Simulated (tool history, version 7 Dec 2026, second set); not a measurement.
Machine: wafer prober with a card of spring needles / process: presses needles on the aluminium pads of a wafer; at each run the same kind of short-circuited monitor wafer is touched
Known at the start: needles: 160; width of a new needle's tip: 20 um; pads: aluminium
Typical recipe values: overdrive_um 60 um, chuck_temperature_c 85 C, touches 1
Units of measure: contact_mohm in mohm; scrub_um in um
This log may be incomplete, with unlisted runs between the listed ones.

| run | hour | overdrive_um | chuck_temperature_c | touches | contact_mohm | scrub_um |
|---|---|---|---|---|---|---|
| 1 | 0.0 | 60 | 85 | 1 | 139 | 14.17 |
| 2 | 28.8 | 60 | 121 | 1 | 142 | 14.22 |
| 3 | 70.2 | 60 | 121 | 1 | 145 | 14.20 |
| 4 | 90.7 | 60 | 121 | 1 | 142 | 14.19 |
| 5 | 109.3 | 60 | 121 | 1 | 141 | 14.18 |
| 6 | 129.1 | 60 | 121 | 1 | 143 | 14.21 |
| 7 | 148.7 | 60 | 85 | 2 | 136 | 14.20 |
| 8 | 180.7 | 60 | 85 | 2 | 137 | 14.20 |
| 9 | 210.0 | 60 | 85 | 1 | 137 | 14.19 |
| 10 | 234.6 | 60 | 85 | 1 | 137 | 14.17 |
| 11 | 275.5 | 60 | 85 | 1 | 136 | 14.23 |
| 12 | 317.5 | 60 | 85 | 1 | 137 | 14.23 |
| 13 | 337.8 | 64 | 57 | 3 | 131 | 15.14 |
| 14 | 363.2 | 57 | 38 | 1 | 131 | 13.49 |
| 15 | 391.3 | 57 | 38 | 1 | 130 | 13.53 |
| 16 | 431.6 | 57 | 38 | 1 | 132 | 13.47 |
| 17 | 459.5 | 57 | 38 | 1 | 132 | 13.50 |
| 18 | 493.7 | 57 | 38 | 1 | 132 | 13.47 |
| 19 | 535.8 | 55 | 48 | 2 | 130 | 13.03 |
| 20 | 576.6 | 50 | 32 | 3 | 130 | 11.79 |

Withheld: 41 entries from between the runs. Position of each, and hidden state at the listed run before versus the listed run after:
Run 1 -> run 2: tips cleaned on abrasive film (hour 11.0); tips cleaned on abrasive film (hour 26.0)
  no difference in the tool's unlogged condition between these two runs
Run 2 -> run 3: tips cleaned on abrasive film (hour 42.5); height of the first contact set anew (hour 46.2); tips cleaned on abrasive film (hour 57.9)
  debris on the tips, nm: 0.8 -> 1.4; way that the needles fall short of the set height, um: 0.01 -> 0
Run 3 -> run 4: tips cleaned on abrasive film (hour 72.8); tips cleaned on abrasive film (hour 88.0)
  debris on the tips, nm: 1.4 -> 0.8
Run 4 -> run 5: tips cleaned on abrasive film (hour 103.3)
  debris on the tips, nm: 0.8 -> 1.2
Run 5 -> run 6: tips cleaned on abrasive film (hour 117.9)
  debris on the tips, nm: 1.2 -> 1.4; tips' diameter, um: 20 -> 20.01
Run 6 -> run 7: tips cleaned on abrasive film (hour 133.9); tips cleaned on abrasive film (hour 148.1)
  debris on the tips, nm: 1.4 -> 0.3; way that the needles fall short of the set height, um: 0 -> 0.01
Run 7 -> run 8: tips cleaned on abrasive film (hour 163.4); tips cleaned on abrasive film (hour 180.1)
  debris on the tips, nm: 0.3 -> 0.4
Run 8 -> run 9: tips cleaned on abrasive film (hour 193.7); tips cleaned on abrasive film (hour 208.1)
  debris on the tips, nm: 0.4 -> 0.7
Run 9 -> run 10: tips cleaned on abrasive film (hour 224.5)
  debris on the tips, nm: 0.7 -> 1.4
Run 10 -> run 11: tips cleaned on abrasive film (hour 240.7); height of the first contact set anew (hour 248.6); tips cleaned on abrasive film (hour 255.4); tips cleaned on abrasive film (hour 272.1)
  debris on the tips, nm: 1.4 -> 0.8; way that the needles fall short of the set height, um: 0.01 -> 0
Run 11 -> run 12: tips cleaned on abrasive film (hour 287.7); tips cleaned on abrasive film (hour 302.1); tips cleaned on abrasive film (hour 316.1)
  debris on the tips, nm: 0.8 -> 0.4
Run 12 -> run 13: tips cleaned on abrasive film (hour 330.8)
  debris on the tips, nm: 0.4 -> 1.3; way that the needles fall short of the set height, um: 0 -> 0.01
Run 13 -> run 14: tips cleaned on abrasive film (hour 346.8); tips cleaned on abrasive film (hour 361.1)
  debris on the tips, nm: 1.3 -> 0.7
Run 14 -> run 15: tips cleaned on abrasive film (hour 377.1); tips cleaned on abrasive film (hour 391.3)
  debris on the tips, nm: 0.7 -> 0.2
Run 15 -> run 16: tips cleaned on abrasive film (hour 406.3); tips cleaned on abrasive film (hour 421.9)
  debris on the tips, nm: 0.2 -> 1.4
Run 16 -> run 17: tips cleaned on abrasive film (hour 437.6); height of the first contact set anew (hour 451.3); tips cleaned on abrasive film (hour 454.5)
  debris on the tips, nm: 1.4 -> 1.1; way that the needles fall short of the set height, um: 0.01 -> 0
Run 17 -> run 18: tips cleaned on abrasive film (hour 470.1); tips cleaned on abrasive film (hour 484.6)
  debris on the tips, nm: 1.1 -> 1.3
Run 18 -> run 19: tips cleaned on abrasive film (hour 500.5); tips cleaned on abrasive film (hour 514.6); tips cleaned on abrasive film (hour 530.0)
  debris on the tips, nm: 1.3 -> 1.2; way that the needles fall short of the set height, um: 0 -> 0.01
Run 19 -> run 20: tips cleaned on abrasive film (hour 546.5); tips cleaned on abrasive film (hour 561.5); tips cleaned on abrasive film (hour 576.6)
  debris on the tips, nm: 1.2 -> 0.1
